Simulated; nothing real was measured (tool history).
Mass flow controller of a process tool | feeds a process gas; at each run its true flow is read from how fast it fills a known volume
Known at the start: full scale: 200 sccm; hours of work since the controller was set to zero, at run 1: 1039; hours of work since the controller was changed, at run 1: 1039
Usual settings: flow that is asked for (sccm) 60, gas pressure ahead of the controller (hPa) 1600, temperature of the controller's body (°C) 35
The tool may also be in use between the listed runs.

| run | day | flow that is asked for (sccm) | gas pressure ahead of the controller (hPa) | temperature of the controller's body (°C) | hours of work since the controller was set to zero | hours of work since the controller was changed | true flow (%) |
|---|---|---|---|---|---|---|---|
| 1 | 0.000 | 60 | 1600 | 35 | 1039 | 1039 | 96.21 |
| 2 | 1.700 | 140 | 1600 | 35 | 1053 | 1053 | 97.73 |
| 3 | 4.554 | 140 | 1600 | 35 | 1077 | 1077 | 97.75 |
| 4 | 6.567 | 161 | 1600 | 35 | 1093 | 1093 | 98.18 |
| 5 | 8.429 | 161 | 1600 | 35 | 1109 | 1109 | 97.95 |
| 6 | 12.071 | 60 | 2240 | 35 | 1139 | 1139 | 95.99 |
| 7 | 15.333 | 60 | 2240 | 35 | 1167 | 1167 | 96.01 |
| 8 | 18.950 | 60 | 1600 | 35 | 1197 | 1197 | 96.13 |
| 9 | 21.521 | 60 | 1600 | 35 | 1218 | 1218 | 96.20 |
| 10 | 24.175 | 60 | 1600 | 28 | 1240 | 1240 | 96.79 |
| 11 | 26.033 | 60 | 1600 | 28 | 1256 | 1256 | 96.82 |
| 12 | 29.838 | 60 | 1600 | 35 | 1288 | 1288 | 96.00 |
| 13 | 31.542 | 60 | 1600 | 35 | 1302 | 1302 | 95.82 |
| 14 | 33.842 | 60 | 1870 | 35 | 1321 | 1321 | 95.91 |
| 15 | 36.858 | 60 | 2460 | 35 | 1346 | 1346 | 95.86 |
| 16 | 39.462 | 60 | 2460 | 35 | 1368 | 1368 | 95.71 |
| 17 | 41.796 | 60 | 2460 | 35 | 1387 | 1387 | 95.68 |
| 18 | 44.071 | 60 | 2460 | 35 | 1406 | 1406 | 95.68 |
| 19 | 46.892 | 60 | 2460 | 35 | 1430 | 1430 | 95.73 |
| 20 | 50.246 | 60 | 1600 | 35 | 1458 | 1458 | 95.85 |
| 21 | 53.688 | 60 | 1600 | 35 | 1487 | 1487 | 95.66 |
| 22 | 56.275 | 60 | 1600 | 35 | 1508 | 1508 | 95.82 |
| 23 | 58.021 | 60 | 1600 | 35 | 1523 | 1523 | 95.75 |
| 24 | 61.442 | 60 | 1600 | 35 | 1551 | 1551 | 95.74 |
| 25 | 63.875 | 182 | 1600 | 35 | 1571 | 1571 | 98.07 |
| 26 | 65.650 | 182 | 1600 | 35 | 1586 | 1586 | 98.22 |
| 27 | 69.012 | 57 | 1670 | 29 | 1614 | 1614 | 96.21 |
| 28 | 72.412 | 57 | 1670 | 29 | 1643 | 1643 | 96.17 |
| 29 | 75.729 | 29 | 1800 | 29 | 1670 | 1670 | 94.65 |
| 30 | 79.204 | 60 | 2640 | 28 | 1699 | 1699 | 96.23 |
| 31 | 81.388 | 135 | 1600 | 23 | 1718 | 1718 | 98.74 |
| 32 | 84.458 | 22 | 1560 | 22 | 1743 | 1743 | 94.44 |
| 33 | 87.133 | 60 | 1970 | 30 | 1766 | 1766 | 96.05 |
| 34 | 89.233 | 60 | 2300 | 35 | 1783 | 1783 | 95.44 |
| 35 | 91.217 | 63 | 2730 | 35 | 1800 | 1800 | 95.47 |
| 36 | 93.592 | 50 | 2460 | 35 | 1819 | 1819 | 94.91 |
| 37 | 95.633 | 75 | 2460 | 34 | 1836 | 1836 | 95.82 |
| 38 | 97.629 | 60 | 1580 | 28 | 1853 | 1853 | 96.20 |
| 39 | 100.079 | 60 | 1580 | 28 | 1873 | 1873 | 96.23 |
| 40 | 102.033 | 25 | 1470 | 35 | 1890 | 1890 | 93.04 |
| 41 | 105.679 | 50 | 1600 | 35 | 1920 | 1920 | 94.97 |
| 42 | 109.258 | 130 | 2580 | 24 | 1950 | 1950 | 98.15 |
| 43 | 113.162 | 113 | 1580 | 25 | 1983 | 1983 | 97.80 |
| 44 | 116.833 | 60 | 2290 | 21 | 2013 | 2013 | 96.81 |
| 45 | 119.292 | 36 | 2740 | 39 | 2034 | 2034 | 93.21 |
| 46 | 122.817 | 42 | 2750 | 35 | 2063 | 2063 | 94.01 |
| 47 | 124.662 | 42 | 2750 | 35 | 2079 | 2079 | 94.12 |
| 48 | 127.592 | 21 | 1790 | 26 | 2103 | 2103 | 92.84 |
| 49 | 129.854 | 30 | 2060 | 20 | 2122 | 2122 | 94.96 |

Forecast each of these 3 alternatives for the next run:
| A | 131.821 | 26 | 2060 | 20 | 2138 | 2138 | ? |
| B | 131.821 | 188 | 1600 | 31 | 2138 | 2138 | ? |
| C | 131.821 | 37 | 1550 | 34 | 2138 | 2138 | ? |

| run | true flow (%) |
|---|---|
| A | 94.33 |
| B | 98.47 |
| C | 94.15 |
Without the tool's hidden state the same runs would have given:
| run | true flow (%) |
|---|---|
| A | 98.21 |
| B | 99.22 |
| C | 96.95 |

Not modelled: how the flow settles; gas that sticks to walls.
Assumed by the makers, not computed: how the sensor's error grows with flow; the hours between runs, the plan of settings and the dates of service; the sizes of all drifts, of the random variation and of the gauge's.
